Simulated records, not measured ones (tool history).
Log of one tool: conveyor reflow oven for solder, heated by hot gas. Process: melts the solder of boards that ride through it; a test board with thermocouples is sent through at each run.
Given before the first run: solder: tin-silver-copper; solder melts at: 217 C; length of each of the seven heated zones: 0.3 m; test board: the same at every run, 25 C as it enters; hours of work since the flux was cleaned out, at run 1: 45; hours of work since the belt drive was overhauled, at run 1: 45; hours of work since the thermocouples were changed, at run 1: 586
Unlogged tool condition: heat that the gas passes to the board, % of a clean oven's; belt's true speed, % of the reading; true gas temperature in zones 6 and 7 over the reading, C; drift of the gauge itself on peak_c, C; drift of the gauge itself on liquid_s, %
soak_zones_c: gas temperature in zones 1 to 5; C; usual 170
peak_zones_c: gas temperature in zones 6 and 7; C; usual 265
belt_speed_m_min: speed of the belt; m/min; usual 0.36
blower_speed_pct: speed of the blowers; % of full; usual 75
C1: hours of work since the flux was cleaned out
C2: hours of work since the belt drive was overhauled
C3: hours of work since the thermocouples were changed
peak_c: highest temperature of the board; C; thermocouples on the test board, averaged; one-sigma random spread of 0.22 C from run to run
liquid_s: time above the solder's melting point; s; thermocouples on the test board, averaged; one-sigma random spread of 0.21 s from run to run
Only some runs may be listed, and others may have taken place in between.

run 1 hour=0 | soak_zones_c=170 peak_zones_c=265 belt_speed_m_min=0.36 blower_speed_pct=75 | C1=45 C2=45 C3=586 | peak_c=250.5 liquid_s=73.4
run 2 hour=5.4 | soak_zones_c=170 peak_zones_c=265 belt_speed_m_min=0.36 blower_speed_pct=75 | C1=49 C2=49 C3=589 | peak_c=250.9 liquid_s=73.4
run 3 hour=12.1 | soak_zones_c=170 peak_zones_c=263 belt_speed_m_min=0.36 blower_speed_pct=75 | C1=53 C2=53 C3=593 | peak_c=249.1 liquid_s=71.8
run 4 hour=18.7 | soak_zones_c=170 peak_zones_c=263 belt_speed_m_min=0.36 blower_speed_pct=70 | C1=57 C2=57 C3=597 | peak_c=247.6 liquid_s=69.5
run 5 hour=25.9 | soak_zones_c=170 peak_zones_c=263 belt_speed_m_min=0.36 blower_speed_pct=70 | C1=61 C2=61 C3=602 | peak_c=247.9 liquid_s=70.1
run 6 hour=32.1 | soak_zones_c=170 peak_zones_c=263 belt_speed_m_min=0.36 blower_speed_pct=70 | C1=64 C2=64 C3=605 | peak_c=247.6 liquid_s=69.8
run 7 hour=40.8 | soak_zones_c=170 peak_zones_c=263 belt_speed_m_min=0.36 blower_speed_pct=70 | C1=70 C2=70 C3=611 | peak_c=247.8 liquid_s=69.4
run 8 hour=47.7 | soak_zones_c=170 peak_zones_c=263 belt_speed_m_min=0.36 blower_speed_pct=70 | C1=74 C2=74 C3=615 | peak_c=247.5 liquid_s=69.2
run 9 hour=56.7 | soak_zones_c=170 peak_zones_c=263 belt_speed_m_min=0.36 blower_speed_pct=70 | C1=79 C2=79 C3=620 | peak_c=247.6 liquid_s=69.9
run 10 hour=62.2 | soak_zones_c=170 peak_zones_c=263 belt_speed_m_min=0.36 blower_speed_pct=70 | C1=82 C2=82 C3=623 | peak_c=247.7 liquid_s=69.5
run 11 hour=68 | soak_zones_c=170 peak_zones_c=263 belt_speed_m_min=0.36 blower_speed_pct=70 | C1=86 C2=86 C3=627 | peak_c=247.6 liquid_s=69.6
run 12 hour=73 | soak_zones_c=170 peak_zones_c=263 belt_speed_m_min=0.36 blower_speed_pct=70 | C1=89 C2=89 C3=630 | peak_c=247.5 liquid_s=69.6
-- hour=77.6 belt drive overhauled, speed set with a stopwatch
run 13 hour=84.5 | soak_zones_c=170 peak_zones_c=263 belt_speed_m_min=0.36 blower_speed_pct=70 | C1=93 C2=4 C3=634 | peak_c=247.6 liquid_s=69.3
run 14 hour=91.9 | soak_zones_c=170 peak_zones_c=263 belt_speed_m_min=0.36 blower_speed_pct=75 | C1=98 C2=9 C3=638 | peak_c=248.4 liquid_s=71
run 15 hour=97.7 | soak_zones_c=170 peak_zones_c=263 belt_speed_m_min=0.36 blower_speed_pct=75 | C1=101 C2=12 C3=642 | peak_c=248.7 liquid_s=70.9
run 16 hour=102.8 | soak_zones_c=155 peak_zones_c=265 belt_speed_m_min=0.342 blower_speed_pct=75 | C1=104 C2=15 C3=645 | peak_c=249.5 liquid_s=69.9
run 17 hour=112 | soak_zones_c=173 peak_zones_c=258 belt_speed_m_min=0.355 blower_speed_pct=88 | C1=110 C2=20 C3=650 | peak_c=247 liquid_s=73.5
run 18 hour=120 | soak_zones_c=182 peak_zones_c=272 belt_speed_m_min=0.372 blower_speed_pct=87 | C1=114 C2=25 C3=655 | peak_c=259.6 liquid_s=83.1
run 19 hour=124.7 | soak_zones_c=181 peak_zones_c=271 belt_speed_m_min=0.378 blower_speed_pct=89 | C1=117 C2=28 C3=658 | peak_c=258.2 liquid_s=81.1
-- hour=133.8 belt drive overhauled, speed set with a stopwatch, once more
run 20 hour=134.1 | soak_zones_c=181 peak_zones_c=271 belt_speed_m_min=0.378 blower_speed_pct=89 | C1=120 C2=0 C3=661 | peak_c=258.3 liquid_s=80.3
run 21 hour=143 | soak_zones_c=170 peak_zones_c=265 belt_speed_m_min=0.393 blower_speed_pct=86 | C1=126 C2=5 C3=666 | peak_c=249.4 liquid_s=66
run 22 hour=149.4 | soak_zones_c=178 peak_zones_c=261 belt_speed_m_min=0.409 blower_speed_pct=65 | C1=129 C2=9 C3=670 | peak_c=242 liquid_s=56.2
run 23 hour=155.1 | soak_zones_c=178 peak_zones_c=261 belt_speed_m_min=0.409 blower_speed_pct=65 | C1=133 C2=13 C3=674 | peak_c=241.9 liquid_s=56.5
run 24 hour=159.2 | soak_zones_c=170 peak_zones_c=265 belt_speed_m_min=0.36 blower_speed_pct=65 | C1=135 C2=15 C3=676 | peak_c=247.9 liquid_s=68.8
run 25 hour=163.3 | soak_zones_c=170 peak_zones_c=265 belt_speed_m_min=0.36 blower_speed_pct=65 | C1=138 C2=18 C3=678 | peak_c=247.6 liquid_s=69.4
run 26 hour=170 | soak_zones_c=170 peak_zones_c=265 belt_speed_m_min=0.36 blower_speed_pct=65 | C1=142 C2=21 C3=682 | peak_c=247.4 liquid_s=69.3
run 27 hour=174.8 | soak_zones_c=170 peak_zones_c=265 belt_speed_m_min=0.395 blower_speed_pct=60 | C1=144 C2=24 C3=685 | peak_c=243.7 liquid_s=56.1
run 28 hour=180.2 | soak_zones_c=180 peak_zones_c=269 belt_speed_m_min=0.36 blower_speed_pct=75 | C1=148 C2=28 C3=689 | peak_c=254.8 liquid_s=81.8
run 29 hour=188.8 | soak_zones_c=175 peak_zones_c=262 belt_speed_m_min=0.36 blower_speed_pct=75 | C1=153 C2=33 C3=694 | peak_c=247.9 liquid_s=72.7
run 30 hour=198.3 | soak_zones_c=184 peak_zones_c=270 belt_speed_m_min=0.297 blower_speed_pct=53 | C1=158 C2=38 C3=699 | peak_c=256.6 liquid_s=103.6

Describe how what the log doesn't record of the tool's condition differs between the last listed run preceding each entry between runs and the first listed run following it.
From run 12 to run 13: belt drive overhauled, speed set with a stopwatch (hour 77.6)
  heat that the gas passes to the board, % of a clean oven's: 96.1 -> 96; belt's true speed, % of the reading: 100.03 -> 100.04; true gas temperature in zones 6 and 7 over the reading, C: -2.11 -> -2.12
  difference, measured minus the result without the unlogged condition, peak_c: -2.6 -> -2.7 C; liquid_s: -3 -> -3.1 s
From run 19 to run 20: belt drive overhauled, speed set with a stopwatch, once more (hour 133.8)
  heat that the gas passes to the board, % of a clean oven's: 95.3 -> 95.2; belt's true speed, % of the reading: 100.02 -> 99.98; true gas temperature in zones 6 and 7 over the reading, C: -2.2 -> -2.21
  difference, measured minus the result without the unlogged condition, peak_c: -2.9 -> -3 C; liquid_s: -2.1 -> -2.1 s

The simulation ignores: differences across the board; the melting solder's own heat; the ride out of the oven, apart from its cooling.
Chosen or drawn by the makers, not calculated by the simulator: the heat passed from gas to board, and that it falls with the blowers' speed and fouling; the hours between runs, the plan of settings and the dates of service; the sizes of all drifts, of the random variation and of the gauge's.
